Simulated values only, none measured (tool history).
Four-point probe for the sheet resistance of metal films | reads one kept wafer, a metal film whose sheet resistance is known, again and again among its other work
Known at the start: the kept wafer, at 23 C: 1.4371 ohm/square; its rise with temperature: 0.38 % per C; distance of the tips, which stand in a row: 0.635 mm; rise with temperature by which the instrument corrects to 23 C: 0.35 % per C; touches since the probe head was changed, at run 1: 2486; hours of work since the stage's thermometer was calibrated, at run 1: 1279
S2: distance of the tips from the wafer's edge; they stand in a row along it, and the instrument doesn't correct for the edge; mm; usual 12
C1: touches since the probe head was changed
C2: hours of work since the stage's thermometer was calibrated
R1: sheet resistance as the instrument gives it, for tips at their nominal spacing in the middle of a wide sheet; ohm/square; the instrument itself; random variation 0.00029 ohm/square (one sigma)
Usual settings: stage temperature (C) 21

run 1 hour=0 | stage_temperature_(C)=21 S2=12 | C1=2486 C2=1279 | R1=1.438602
run 2 hour=65.7 | stage_temperature_(C)=21 S2=12 | C1=3185 C2=1309 | R1=1.437819
run 3 hour=112.5 | stage_temperature_(C)=21 S2=12 | C1=3683 C2=1331 | R1=1.438066
run 4 hour=178.2 | stage_temperature_(C)=21 S2=12 | C1=4381 C2=1362 | R1=1.437809
run 5 hour=241 | stage_temperature_(C)=21 S2=12 | C1=5049 C2=1391 | R1=1.438342
run 6 hour=304.9 | stage_temperature_(C)=22 S2=12 | C1=5729 C2=1421 | R1=1.438774
run 7 hour=343.4 | stage_temperature_(C)=22 S2=12 | C1=6139 C2=1439 | R1=1.439062
run 8 hour=390.7 | stage_temperature_(C)=21 S2=60 | C1=6642 C2=1461 | R1=1.4367
run 9 hour=456.2 | stage_temperature_(C)=21 S2=60 | C1=7338 C2=1491 | R1=1.437112
run 10 hour=500.2 | stage_temperature_(C)=21 S2=12 | C1=7806 C2=1512 | R1=1.437807
run 11 hour=544.4 | stage_temperature_(C)=21 S2=12 | C1=8277 C2=1532 | R1=1.437899
run 12 hour=599.7 | stage_temperature_(C)=21 S2=12 | C1=8866 C2=1558 | R1=1.438388
run 13 hour=640.5 | stage_temperature_(C)=21 S2=12 | C1=9300 C2=1577 | R1=1.438369
run 14 hour=676.5 | stage_temperature_(C)=19 S2=12 | C1=9682 C2=1594 | R1=1.437496
run 15 hour=704.5 | stage_temperature_(C)=19 S2=12 | C1=9980 C2=1607 | R1=1.438088
run 16 hour=737.9 | stage_temperature_(C)=26 S2=6 | C1=10336 C2=1623 | R1=1.447374
run 17 hour=769.8 | stage_temperature_(C)=22 S2=12 | C1=10674 C2=1638 | R1=1.439013
run 18 hour=817 | stage_temperature_(C)=22 S2=12 | C1=11177 C2=1660 | R1=1.43915
run 19 hour=875.6 | stage_temperature_(C)=22 S2=12 | C1=11800 C2=1687 | R1=1.438854
run 20 hour=914.9 | stage_temperature_(C)=22 S2=12 | C1=12218 C2=1705 | R1=1.4395
run 21 hour=969.4 | stage_temperature_(C)=22 S2=12 | C1=12797 C2=1731 | R1=1.438899
run 22 hour=998.7 | stage_temperature_(C)=22 S2=12 | C1=13109 C2=1744 | R1=1.4388
run 23 hour=1058.1 | stage_temperature_(C)=20 S2=29 | C1=13741 C2=1772 | R1=1.436624
run 24 hour=1110.8 | stage_temperature_(C)=20 S2=29 | C1=14302 C2=1797 | R1=1.43634
run 25 hour=1168.5 | stage_temperature_(C)=22 S2=3 | C1=14916 C2=1823 | R1=1.47078
run 26 hour=1221.4 | stage_temperature_(C)=29 S2=23 | C1=15478 C2=1848 | R1=1.440171

Forecast each of these 3 alternatives for the next run:
run A hour=1266.5 | stage_temperature_(C)=35 S2=12 | C1=15958 C2=1869 | R1=?
run B hour=1266.5 | stage_temperature_(C)=22 S2=12 | C1=15958 C2=1869 | R1=?
run C hour=1266.5 | stage_temperature_(C)=34 S2=36 | C1=15958 C2=1869 | R1=?

run=A R1=1.444761
run=B R1=1.439149
run=C R1=1.442182
Without the tool's hidden state the same runs would have given:
run=A R1=1.444357
run=B R1=1.438904
run=C R1=1.44179
